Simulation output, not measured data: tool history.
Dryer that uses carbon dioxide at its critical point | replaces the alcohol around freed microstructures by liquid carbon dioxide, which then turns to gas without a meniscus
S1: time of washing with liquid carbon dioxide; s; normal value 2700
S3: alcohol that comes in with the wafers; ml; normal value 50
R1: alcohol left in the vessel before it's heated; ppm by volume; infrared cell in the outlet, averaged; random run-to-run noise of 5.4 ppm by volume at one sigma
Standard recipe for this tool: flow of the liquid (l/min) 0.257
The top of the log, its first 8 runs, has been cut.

Run 9, day 4.179: usual settings but S3 31 ml. Result: R1 134 ppm by volume.
Run 10, day 4.600: usual settings. Result: R1 201 ppm by volume.
Run 11, day 5.208: usual settings but S1 1680 s. Result: R1 1158 ppm by volume.
Run 12, day 5.854: usual settings but S3 39 ml. Result: R1 169 ppm by volume.
Run 13, day 6.517: usual settings but S3 39 ml. Result: R1 163 ppm by volume.
Run 14, day 7.046: usual settings but S3 39 ml. Result: R1 173 ppm by volume.
Run 15, day 7.400: usual settings but S3 39 ml. Result: R1 183 ppm by volume.
Run 16, day 7.792: usual settings but S3 39 ml. Result: R1 179 ppm by volume.
Run 17, day 8.433: usual settings. Result: R1 222 ppm by volume.
Run 18, day 9.125: usual settings. Result: R1 220 ppm by volume.
Run 19, day 9.538: usual settings. Result: R1 223 ppm by volume.
Run 20, day 9.862: usual settings but flow of the liquid (l/min) 0.325. Result: R1 91 ppm by volume.
Run 21, day 10.517: usual settings but flow of the liquid (l/min) 0.422. Result: R1 53 ppm by volume.
Run 22, day 11.179: usual settings but flow of the liquid (l/min) 0.422. Result: R1 52 ppm by volume.
Run 23, day 11.600: usual settings. Result: R1 233 ppm by volume.
Run 24, day 11.954: usual settings but S1 3960 s, flow of the liquid (l/min) 0.246, S3 22 ml. Result: R1 61 ppm by volume.
Run 25, day 12.588: usual settings but S1 1680 s, flow of the liquid (l/min) 0.246, S3 78 ml. Result: R1 2238 ppm by volume.
Run 26, day 13.000: usual settings but S1 4080 s, flow of the liquid (l/min) 0.356, S3 53 ml. Result: R1 43 ppm by volume.
Run 27, day 13.450: usual settings but S1 4080 s, flow of the liquid (l/min) 0.407, S3 119 ml. Result: R1 45 ppm by volume.
Run 28, day 13.938: usual settings but S1 3420 s, flow of the liquid (l/min) 0.407, S3 119 ml. Result: R1 56 ppm by volume.
Run 29, day 14.554: usual settings but S1 1680 s, flow of the liquid (l/min) 0.417, S3 28 ml. Result: R1 148 ppm by volume.
Run 30, day 15.275: usual settings but S1 1980 s, flow of the liquid (l/min) 0.364, S3 28 ml. Result: R1 144 ppm by volume.
Run 31, day 15.875: usual settings but flow of the liquid (l/min) 0.405. Result: R1 55 ppm by volume.
Run 32, day 16.462: usual settings but flow of the liquid (l/min) 0.239, S3 31 ml. Result: R1 230 ppm by volume.

Run 33 has not been measured yet. What should we expect?
Run 33, day 16.933: usual settings but flow of the liquid (l/min) 0.347, S3 88 ml. Result: R1 ?.

{"run 33": {"R1": 116}}
The same run, on a tool lacking any hidden state, would have yielded R1 41 ppm by volume.
